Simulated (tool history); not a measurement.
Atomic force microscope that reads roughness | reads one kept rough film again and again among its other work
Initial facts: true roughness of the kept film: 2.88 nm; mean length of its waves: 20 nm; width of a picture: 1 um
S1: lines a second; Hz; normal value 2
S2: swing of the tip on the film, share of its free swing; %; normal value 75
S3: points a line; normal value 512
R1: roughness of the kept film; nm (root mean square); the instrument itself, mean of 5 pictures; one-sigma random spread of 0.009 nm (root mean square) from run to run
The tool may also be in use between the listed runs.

run	hour	S1	S2	S3	R1
1	0	2	75	512	1.252
# hour 32.8: new tip fitted
2	47.4	2	75	512	1.92
3	131.4	2	75	512	1.53
4	218.1	1.28	75	512	1.287
5	264.4	2	75	512	1.149
# hour 293.9: new tip fitted
6	326.7	2	75	512	1.772
7	404.3	2	75	512	1.467
8	443.7	2	75	512	1.348
9	499.8	2	75	512	1.214
# hour 549.9: new tip fitted
10	561.7	2	75	512	1.927
11	621	2	75	512	1.622
12	658.2	2	75	512	1.497
13	706.1	2	83	512	1.288
14	762	2	83	512	1.156
# hour 806.6: new tip fitted
15	825.7	2	83	512	1.815
16	910.4	2	77	512	1.526
17	983.9	2	77	512	1.306
# hour 1067: new tip fitted
18	1067	2	77	512	1.968
19	1149.9	2	77	512	1.569
20	1221.4	2	77	512	1.319
21	1301	2	75	325	1.121
# hour 1323.8: new tip fitted
22	1371.9	2	75	325	1.697
23	1444	0.68	75	325	1.532
24	1522.3	2	75	512	1.249
# hour 1583.6: new tip fitted
25	1585.7	2	75	541	1.956
26	1628.1	2	75	541	1.755
27	1701.2	2	75	541	1.457
# hour 1769.9: height scale calibrated on a step standard
28	1790	2	75	298	1.172
# hour 1840.8: new tip fitted
29	1875	0.98	75	512	1.837
30	1923.5	0.98	75	512	1.59
31	2005.2	1.73	63	528	1.338
32	2054.7	2	75	284	1.128
33	2090.8	2.12	75	828	1.082
# hour 2097.7: new tip fitted
# hour 2150.3: height scale calibrated on a step standard, once more
34	2161.2	1.36	86	502	1.667
35	2240.1	3.21	69	928	1.404
36	2290.6	3.21	69	928	1.257
37	2347.7	0.5	60	854	1.245
# hour 2355.7: new tip fitted
38	2394.8	0.5	60	854	1.954
39	2451.2	0.5	60	854	1.679
40	2515.9	0.5	60	356	1.444
41	2573.3	0.5	60	356	1.317
# hour 2614.5: new tip fitted
42	2660.9	1.01	71	1022	1.861
43	2717.5	0.94	71	927	1.619
44	2791.8	1.02	82	512	1.311
45	2827.6	3.03	75	512	1.147
# hour 2872.3: new tip fitted
46	2872.3	3.03	75	512	1.909
47	2929.9	3.03	75	512	1.623
48	3002.5	3.03	75	512	1.362
49	3059.6	3.03	75	512	1.213
# hour 3129.3: new tip fitted
50	3148.8	1.32	75	1002	1.928
51	3208.5	1.32	75	1002	1.653
52	3245.2	2.39	80	512	1.4
53	3290.8	2.39	80	512	1.284

Each run again, without the hidden state but with its own random variation kept:
What the log doesn't record here: radius of the tip, nm; height scale over the true one, %; drift of the gauge itself on roughness_nm, %.
run	R1
1	2.043
2	2.047
3	2.023
4	2.091
5	2.032
6	2.03
7	2.02
8	2.016
9	2.038
10	2.03
11	2.034
12	2.031
13	1.933
14	1.94
15	1.96
16	2.007
17	2.013
18	2.015
19	2.005
20	2.017
21	1.995
22	1.996
23	2.13
24	2.028
25	2.016
26	2.026
27	2.03
28	1.982
29	2.127
30	2.126
31	2.13
32	1.985
33	2.033
34	2.001
35	2.022
36	2.017
37	2.224
38	2.221
39	2.199
40	2.169
41	2.189
42	2.149
43	2.148
44	2.059
45	1.946
46	1.945
47	1.937
48	1.944
49	1.957
50	2.091
51	2.096
52	1.94
53	1.943
